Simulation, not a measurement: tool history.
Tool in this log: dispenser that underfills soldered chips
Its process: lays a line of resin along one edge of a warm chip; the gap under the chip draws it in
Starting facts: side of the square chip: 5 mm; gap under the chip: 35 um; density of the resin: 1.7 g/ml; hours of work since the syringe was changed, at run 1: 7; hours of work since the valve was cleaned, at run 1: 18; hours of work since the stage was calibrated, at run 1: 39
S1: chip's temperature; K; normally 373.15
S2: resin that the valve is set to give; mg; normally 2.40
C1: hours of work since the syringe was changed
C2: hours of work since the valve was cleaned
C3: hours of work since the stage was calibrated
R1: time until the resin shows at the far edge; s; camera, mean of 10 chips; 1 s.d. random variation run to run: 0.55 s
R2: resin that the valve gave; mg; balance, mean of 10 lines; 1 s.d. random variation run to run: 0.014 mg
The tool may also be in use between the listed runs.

run   hour      S1    S2  C1  C2   C3     R1    R2
  1    0.0  373.15  2.40   7  18   39   70.1  2.35
       6.8  -- new syringe of resin
  2    8.3  373.15  2.40   1  24   45   47.3  2.36
  3   20.6  373.15  2.40   9  32   53   77.2  2.33
      24.6  -- new syringe of resin
  4   30.0  373.15  2.40   4  38   59   56.4  2.32
  5   37.1  373.15  2.56   8  43   64   74.8  2.47
      41.7  -- new syringe of resin
  6   48.8  373.15  2.25   5  50   71   61.4  2.16
  7   57.4  373.15  2.25  11  56   77   87.6  2.13
      58.8  -- new syringe of resin
  8   71.2  373.15  2.40   8  65   86   76.4  2.27
      76.0  -- new syringe of resin
  9   80.2  381.15  2.40   3  71   92   44.5  2.27
 10   87.9  373.15  2.25   8  76   97   75.8  2.13
      93.1  -- new syringe of resin
 11   97.6  360.15  2.01   3  82  103   80.3  1.87
     104.6  -- dispensing valve cleaned and set on the balance
     111.1  -- new syringe of resin
 12  111.2  360.15  2.01   0   4  112   66.9  2.00
 13  117.9  385.15  2.41   5   9  116   45.6  2.41
 14  127.3  363.15  2.59  11  15  122  113.3  2.58
     128.5  -- new syringe of resin
 15  136.2  358.15  2.40   5  21  128   92.4  2.37
 16  143.6  373.15  2.82  10  26  133   82.2  2.76
     145.6  -- new syringe of resin
 17  152.0  363.15  2.82   4  31  139   74.3  2.74

Below are 5 alternative next runs, each starting from the tool's condition after run 17. Predict each:
  A  159.3  363.15  2.53   9  36  143   ?   ?
  B  159.3  375.15  2.01   9  36  143   ?   ?
  C  159.3  375.15  2.23   9  36  143   ?   ?
  D  159.3  367.15  2.13   9  36  143   ?   ?
  E  159.3  368.15  2.67   9  36  143   ?   ?

run     R1    R2
  A  100.3  2.43
  B   77.2  1.93
  C   73.5  2.16
  D   92.8  2.08
  E   88.3  2.58
Stripped of hidden state, with their random variation kept, the same runs would have yielded:
run    R1    R2
  A  59.1  2.50
  B  45.2  1.99
  C  43.0  2.22
  D  54.3  2.14
  E  52.1  2.66
